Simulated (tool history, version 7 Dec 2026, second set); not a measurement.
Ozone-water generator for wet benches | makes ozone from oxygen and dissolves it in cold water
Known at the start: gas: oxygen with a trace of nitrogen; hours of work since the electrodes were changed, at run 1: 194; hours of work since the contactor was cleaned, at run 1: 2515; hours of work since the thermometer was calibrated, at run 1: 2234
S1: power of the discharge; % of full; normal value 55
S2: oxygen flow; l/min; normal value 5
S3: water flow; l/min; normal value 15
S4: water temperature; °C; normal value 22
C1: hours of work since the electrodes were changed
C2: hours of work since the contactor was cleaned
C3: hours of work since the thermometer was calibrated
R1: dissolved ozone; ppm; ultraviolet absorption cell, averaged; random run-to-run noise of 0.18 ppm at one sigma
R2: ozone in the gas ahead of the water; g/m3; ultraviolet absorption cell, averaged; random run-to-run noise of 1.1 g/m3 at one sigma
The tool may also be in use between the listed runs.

run 1 day=0 | S1=55 S2=5 S3=15 S4=22 | C1=194 C2=2515 C3=2234 | R1=25.3 R2=199.8
run 2 day=0.775 | S1=55 S2=5 S3=15 S4=22 | C1=210 C2=2530 C3=2250 | R1=25.4 R2=194.7
run 3 day=1.692 | S1=55 S2=5 S3=15 S4=22 | C1=228 C2=2549 C3=2268 | R1=25.4 R2=198.4
run 4 day=2.658 | S1=55 S2=5 S3=15 S4=22 | C1=248 C2=2568 C3=2288 | R1=24.9 R2=194.9
run 5 day=4.067 | S1=55 S2=5 S3=15 S4=22 | C1=276 C2=2596 C3=2316 | R1=25.1 R2=197.3
run 6 day=4.862 | S1=55 S2=5.39 S3=15 S4=22 | C1=292 C2=2612 C3=2332 | R1=25.2 R2=191.8
run 7 day=6.188 | S1=55 S2=5.39 S3=15 S4=22 | C1=318 C2=2639 C3=2358 | R1=24.9 R2=191.5
run 8 day=7.55 | S1=55 S2=5.39 S3=15 S4=22 | C1=346 C2=2666 C3=2386 | R1=24.8 R2=190.6
run 9 day=8.925 | S1=52 S2=5 S3=15 S4=22 | C1=373 C2=2694 C3=2413 | R1=24 R2=186.5
run 10 day=10.138 | S1=52 S2=5 S3=15 S4=22 | C1=398 C2=2718 C3=2438 | R1=23.7 R2=186.9
run 11 day=10.796 | S1=52 S2=5 S3=15 S4=22 | C1=411 C2=2731 C3=2451 | R1=24 R2=188.9
run 12 day=12.179 | S1=52 S2=5 S3=15 S4=22 | C1=438 C2=2759 C3=2479 | R1=24 R2=187.6
run 13 day=12.904 | S1=52 S2=5 S3=15 S4=22 | C1=453 C2=2774 C3=2493 | R1=24 R2=187.5
run 14 day=14.192 | S1=52 S2=5 S3=10 S4=22 | C1=479 C2=2799 C3=2519 | R1=30.9 R2=187.1
run 15 day=14.829 | S1=52 S2=5 S3=10 S4=22 | C1=492 C2=2812 C3=2532 | R1=30.6 R2=186.2
run 16 day=16.312 | S1=52 S2=5 S3=10 S4=22 | C1=521 C2=2842 C3=2562 | R1=30.3 R2=187
run 17 day=17.133 | S1=52 S2=4.9 S3=24 S4=20 | C1=538 C2=2858 C3=2578 | R1=16.4 R2=189.7
run 18 day=17.804 | S1=55 S2=5 S3=15 S4=24 | C1=551 C2=2872 C3=2592 | R1=24.3 R2=195.9
run 19 day=18.5 | S1=51 S2=6.19 S3=17 S4=15 | C1=565 C2=2886 C3=2605 | R1=24.2 R2=168.1
run 20 day=19.908 | S1=52 S2=5 S3=15 S4=22 | C1=593 C2=2914 C3=2634 | R1=23.6 R2=187
run 21 day=21.325 | S1=55 S2=4.39 S3=16 S4=24 | C1=622 C2=2942 C3=2662 | R1=22.8 R2=206.3
run 22 day=22.779 | S1=55 S2=4.21 S3=11 S4=22 | C1=651 C2=2972 C3=2691 | R1=30.2 R2=210.3
run 23 day=23.617 | S1=55 S2=4.98 S3=11 S4=22 | C1=668 C2=2988 C3=2708 | R1=30.2 R2=196.1

Consider 3 possible next runs. They are alternatives, not a sequence: every one starts from the tool as it was left by run 23. What does each give?
run A day=24.233 | S1=55 S2=5 S3=14 S4=30 | C1=680 C2=3001 C3=2720 | R1=? R2=?
run B day=24.233 | S1=94 S2=4.98 S3=11 S4=22 | C1=680 C2=3001 C3=2720 | R1=? R2=?
run C day=24.233 | S1=76 S2=7.57 S3=11 S4=21 | C1=680 C2=3001 C3=2720 | R1=? R2=?

run=A R1=22.2 R2=194.7
run=B R1=47.5 R2=307.7
run=C R1=39.4 R2=213.7
With no hidden state in the tool, these same runs would have given:
run=A R1=23 R2=197.8
run=B R1=49.5 R2=315.5
run=C R1=41 R2=218.3

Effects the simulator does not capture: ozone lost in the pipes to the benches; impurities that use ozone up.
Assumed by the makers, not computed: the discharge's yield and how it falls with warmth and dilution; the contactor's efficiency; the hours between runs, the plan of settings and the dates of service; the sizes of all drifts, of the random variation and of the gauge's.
